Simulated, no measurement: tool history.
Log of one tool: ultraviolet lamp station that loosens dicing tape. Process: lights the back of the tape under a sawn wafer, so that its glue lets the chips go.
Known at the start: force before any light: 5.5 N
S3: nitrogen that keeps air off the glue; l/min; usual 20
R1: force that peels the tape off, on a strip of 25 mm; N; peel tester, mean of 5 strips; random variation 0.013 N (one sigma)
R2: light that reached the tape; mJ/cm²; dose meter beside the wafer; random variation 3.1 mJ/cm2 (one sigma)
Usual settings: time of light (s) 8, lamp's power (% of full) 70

run 1 hour=0 | time_of_light_(s)=8 lamp's_power_(%_of_full)=70 S3=20 | R1=0.903 R2=388
run 2 hour=60.2 | time_of_light_(s)=8 lamp's_power_(%_of_full)=70 S3=20 | R1=0.965 R2=380
run 3 hour=97.4 | time_of_light_(s)=13 lamp's_power_(%_of_full)=70 S3=20 | R1=0.385 R2=598
run 4 hour=166.2 | time_of_light_(s)=13 lamp's_power_(%_of_full)=70 S3=20 | R1=0.426 R2=592
-- hour=190.4 window cleaned of glue's vapour
run 5 hour=209 | time_of_light_(s)=8 lamp's_power_(%_of_full)=70 S3=20 | R1=1.1 R2=346
run 6 hour=243.9 | time_of_light_(s)=8 lamp's_power_(%_of_full)=70 S3=20 | R1=1.102 R2=342
run 7 hour=294.7 | time_of_light_(s)=8 lamp's_power_(%_of_full)=70 S3=20 | R1=1.192 R2=337
run 8 hour=323.4 | time_of_light_(s)=8 lamp's_power_(%_of_full)=70 S3=20 | R1=1.118 R2=331
-- hour=347.6 window cleaned of glue's vapour, once more
run 9 hour=353.2 | time_of_light_(s)=8 lamp's_power_(%_of_full)=70 S3=20 | R1=0.945 R2=375
run 10 hour=420 | time_of_light_(s)=8 lamp's_power_(%_of_full)=70 S3=20 | R1=0.975 R2=362
run 11 hour=448.9 | time_of_light_(s)=8 lamp's_power_(%_of_full)=70 S3=20 | R1=1.031 R2=361
run 12 hour=481.3 | time_of_light_(s)=8 lamp's_power_(%_of_full)=70 S3=20 | R1=1.061 R2=354
run 13 hour=527.7 | time_of_light_(s)=8 lamp's_power_(%_of_full)=70 S3=20 | R1=1.034 R2=352
-- hour=573.7 lamp changed
run 14 hour=594.7 | time_of_light_(s)=12 lamp's_power_(%_of_full)=70 S3=20 | R1=0.277 R2=694
run 15 hour=662 | time_of_light_(s)=12 lamp's_power_(%_of_full)=70 S3=20 | R1=0.297 R2=679
run 16 hour=701 | time_of_light_(s)=12 lamp's_power_(%_of_full)=70 S3=20 | R1=0.308 R2=671
run 17 hour=737.3 | time_of_light_(s)=12 lamp's_power_(%_of_full)=70 S3=20 | R1=0.321 R2=655
run 18 hour=765.3 | time_of_light_(s)=10 lamp's_power_(%_of_full)=70 S3=20 | R1=0.455 R2=546
run 19 hour=814.9 | time_of_light_(s)=10 lamp's_power_(%_of_full)=70 S3=20 | R1=0.482 R2=532
run 20 hour=849.3 | time_of_light_(s)=10 lamp's_power_(%_of_full)=70 S3=20 | R1=0.486 R2=531
run 21 hour=890.2 | time_of_light_(s)=10 lamp's_power_(%_of_full)=70 S3=20 | R1=0.502 R2=519
run 22 hour=947.9 | time_of_light_(s)=10 lamp's_power_(%_of_full)=93 S3=20 | R1=0.312 R2=682
run 23 hour=980.4 | time_of_light_(s)=10 lamp's_power_(%_of_full)=93 S3=20 | R1=0.329 R2=672
run 24 hour=1048.7 | time_of_light_(s)=16 lamp's_power_(%_of_full)=62 S3=24 | R1=0.25 R2=693
-- hour=1068.1 window cleaned of glue's vapour
run 25 hour=1078 | time_of_light_(s)=4 lamp's_power_(%_of_full)=63 S3=14 | R1=2.474 R2=193
run 26 hour=1107.8 | time_of_light_(s)=4 lamp's_power_(%_of_full)=63 S3=14 | R1=2.463 R2=192
run 27 hour=1156.2 | time_of_light_(s)=5 lamp's_power_(%_of_full)=98 S3=31 | R1=0.746 R2=372
run 28 hour=1218.6 | time_of_light_(s)=10 lamp's_power_(%_of_full)=94 S3=14 | R1=0.403 R2=690
run 29 hour=1284 | time_of_light_(s)=12 lamp's_power_(%_of_full)=70 S3=20 | R1=0.372 R2=607
run 30 hour=1348 | time_of_light_(s)=12 lamp's_power_(%_of_full)=69 S3=20 | R1=0.421 R2=577
run 31 hour=1404.6 | time_of_light_(s)=13 lamp's_power_(%_of_full)=70 S3=17 | R1=0.411 R2=623
run 32 hour=1439.6 | time_of_light_(s)=13 lamp's_power_(%_of_full)=70 S3=17 | R1=0.417 R2=615
run 33 hour=1474.3 | time_of_light_(s)=16 lamp's_power_(%_of_full)=70 S3=7 | R1=0.627 R2=747
run 34 hour=1524.5 | time_of_light_(s)=13 lamp's_power_(%_of_full)=70 S3=7 | R1=0.946 R2=597
run 35 hour=1572.6 | time_of_light_(s)=13 lamp's_power_(%_of_full)=70 S3=7 | R1=0.959 R2=582
run 36 hour=1603.4 | time_of_light_(s)=13 lamp's_power_(%_of_full)=75 S3=8 | R1=0.775 R2=616
run 37 hour=1665.1 | time_of_light_(s)=4 lamp's_power_(%_of_full)=70 S3=12 | R1=2.907 R2=173
run 38 hour=1732.3 | time_of_light_(s)=4 lamp's_power_(%_of_full)=72 S3=9 | R1=3.032 R2=172
run 39 hour=1761.6 | time_of_light_(s)=4 lamp's_power_(%_of_full)=72 S3=9 | R1=3.064 R2=168
-- hour=1789.1 window cleaned of glue's vapour
run 40 hour=1802.6 | time_of_light_(s)=4 lamp's_power_(%_of_full)=72 S3=9 | R1=2.963 R2=181
-- hour=1830.3 lamp changed
run 41 hour=1856 | time_of_light_(s)=4 lamp's_power_(%_of_full)=72 S3=9 | R1=2.484 R2=239
run 42 hour=1911.7 | time_of_light_(s)=4 lamp's_power_(%_of_full)=86 S3=27 | R1=1.221 R2=284

Hidden state or all else? Some run-to-run changes of R1, split into what the settings, what came in and random variation would give without the hidden state, and what is left for the hidden state (with any gauge scatter that isn't in both results):
The hidden state here: lamp's light, % of a new lamp's; light that the window lets through, % of a clean one's; drift of the gauge itself on peel_n, %; drift of the gauge itself on dose_mj_cm2, %.
Run 13 -> 14: time of light (s) 8 -> 12, lamp changed. R1 -0.757 N: hidden state -0.422, all else -0.335.
Run 24 -> 25: time of light (s) 16 -> 4, lamp's power (% of full) 62 -> 63, S3 24 -> 14, window cleaned of glue's vapour. R1 +2.224 N: hidden state +0.153, all else +2.071.
Run 26 -> 27: time of light (s) 4 -> 5, lamp's power (% of full) 63 -> 98, S3 14 -> 31. R1 -1.717 N: hidden state -0.067, all else -1.65.
Run 36 -> 37: time of light (s) 13 -> 4, lamp's power (% of full) 75 -> 70, S3 8 -> 12. R1 +2.132 N: hidden state +0.319, all else +1.813.
Run 40 -> 41: lamp changed. R1 -0.479 N: hidden state -0.51, all else +0.031.
